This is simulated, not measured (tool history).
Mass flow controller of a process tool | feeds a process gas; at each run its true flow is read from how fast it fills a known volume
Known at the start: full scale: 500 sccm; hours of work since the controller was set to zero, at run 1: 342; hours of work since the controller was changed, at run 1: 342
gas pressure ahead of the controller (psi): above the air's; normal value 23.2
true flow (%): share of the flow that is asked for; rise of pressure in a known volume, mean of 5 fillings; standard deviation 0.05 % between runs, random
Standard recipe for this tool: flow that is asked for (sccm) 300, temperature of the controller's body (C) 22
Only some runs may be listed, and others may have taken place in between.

run    hour  flow that is asked for (sccm)  gas pressure ahead of the controller (psi)  temperature of the controller's body (C)  hours of work since the controller was set to zero  hours of work since the controller was changed  true flow (%)
  1       0                            300                                        23.2                                        22                                                 342                                             342          99.02
  2      50                            300                                        23.2                                        22                                                 371                                             371          99.03
  3   123.3                            300                                        23.2                                        22                                                 414                                             414          98.99
  4   200.6                            300                                        23.2                                        31                                                 459                                             459          98.31
  5   267.4                            300                                        23.2                                        31                                                 498                                             498           98.3
  6     324                            300                                        23.2                                        28                                                 531                                             531          98.59
  7   381.9                            300                                        23.2                                        22                                                 565                                             565          98.98
  8   454.4                            300                                        23.2                                        22                                                 607                                             607          98.93
  9   495.9                            300                                        23.2                                        22                                                 631                                             631          98.94
 10   581.2                            300                                        21.5                                        22                                                 681                                             681          98.86
 11   655.3                            300                                        21.5                                        22                                                 724                                             724          98.86
 12   706.5                            300                                        21.5                                        22                                                 754                                             754          98.95
 13   761.3                            300                                        23.2                                        24                                                 786                                             786          98.96
 14   803.6                            300                                        23.2                                        30                                                 811                                             811          98.33
 15   866.8                            300                                        23.2                                        22                                                 848                                             848          98.94
 16   915.8                            300                                        40.3                                        22                                                 877                                             877           99.9
 17   964.2                            300                                        40.3                                        22                                                 905                                             905          99.79
 18  1025.5                            300                                        40.3                                        22                                                 941                                             941          99.81
 19  1072.4                            300                                        40.3                                        22                                                 968                                             968          99.74
 20  1140.3                            300                                        23.2                                        22                                                1008                                            1008          98.94
 21  1210.9                            300                                        39.3                                        22                                                1049                                            1049          99.77
 22  1279.7                            300                                        39.3                                        22                                                1089                                            1089          99.79
 23  1361.1                            300                                        23.2                                        22                                                1137                                            1137          99.03
 24  1440.5                            300                                        23.2                                        22                                                1183                                            1183          99.07
 25  1476.9                            300                                        23.2                                        22                                                1204                                            1204          99.01
 26  1523.3                             78                                        37.1                                        29                                                1231                                            1231          98.43
 27  1588.6                            133                                        34.8                                        31                                                1269                                            1269          98.26
 28    1657                            133                                        34.8                                        31                                                1309                                            1309          98.18
 29  1729.7                            320                                        34.8                                        31                                                1352                                            1352          98.92
 30  1806.6                             65                                        23.2                                        22                                                1397                                            1397          98.36
 31  1885.1                            124                                        23.2                                        22                                                1443                                            1443          98.29
     1891.4  -- controller's zero set anew
 32    1970                            210                                        27.6                                        22                                                  46                                            1492          98.84
 33  2037.2                            210                                        27.6                                        22                                                  85                                            1531          98.82
 34  2095.1                            357                                        29.4                                        32                                                 119                                            1565          98.78
 35    2159                            456                                        29.4                                        32                                                 156                                            1602          99.21
     2176.3  -- controller's zero set anew, once more
 36  2242.4                            456                                        29.4                                        32                                                  39                                            1651          99.14
 37  2328.4                            169                                        22.2                                        32                                                  89                                            1701          97.54
 38  2403.9                             77                                        21.6                                        32                                                 133                                            1745          97.05
 39  2482.7                            139                                        38.7                                        30                                                 179                                            1791          98.29
 40  2565.8                            139                                        38.7                                        30                                                 227                                            1840           98.2
 41  2646.9                            139                                        38.7                                        30                                                 275                                            1887          98.27
 42  2698.1                            139                                        38.7                                        30                                                 305                                            1917          98.23
 43  2749.8                             53                                        23.9                                        22                                                 335                                            1947          97.95
 44  2799.8                             53                                        23.9                                        22                                                 364                                            1976          97.98
 45  2883.1                             53                                        27.6                                        22                                                 413                                            2025          98.25
 46  2957.9                            344                                        27.8                                        30                                                 456                                            2068          98.63
 47  3042.7                             80                                        23.2                                        24                                                 506                                            2118          97.81
 48  3090.4                            280                                        32.8                                        28                                                 534                                            2146          98.77

Below, each run's measurement less what the same run would have read without the hidden state. Both values contain the same run-to-run variation, but the gauge's scatter may not be the same in both:
Unlogged tool condition in this case: flow at rest that the sensor doesn't see, % of full scale; true flow over the shown one, %; drift of the gauge itself on true_pct, %.
run  true flow (%)
  1          +0.05
  2          +0.05
  3          +0.05
  4          +0.04
  5          +0.04
  6          +0.04
  7          +0.05
  8          +0.04
  9          +0.04
 10          +0.04
 11          +0.04
 12          +0.04
 13          +0.04
 14          +0.03
 15          +0.03
 16          +0.04
 17          +0.03
 18          +0.03
 19          +0.04
 20          +0.04
 21          +0.03
 22          +0.03
 23          +0.04
 24          +0.04
 25          +0.03
 26          +0.45
 27          +0.22
 28          +0.22
 29          +0.02
 30          +0.63
 31          +0.27
 32          +0.15
 33          +0.15
 34          +0.02
 35          -0.02
 36          -0.15
 37          -0.09
 38          +0.03
 39          -0.07
 40          -0.05
 41          -0.05
 42          -0.05
 43          +0.24
 44          +0.25
 45          +0.28
 46          -0.15
 47          +0.14
 48          -0.13
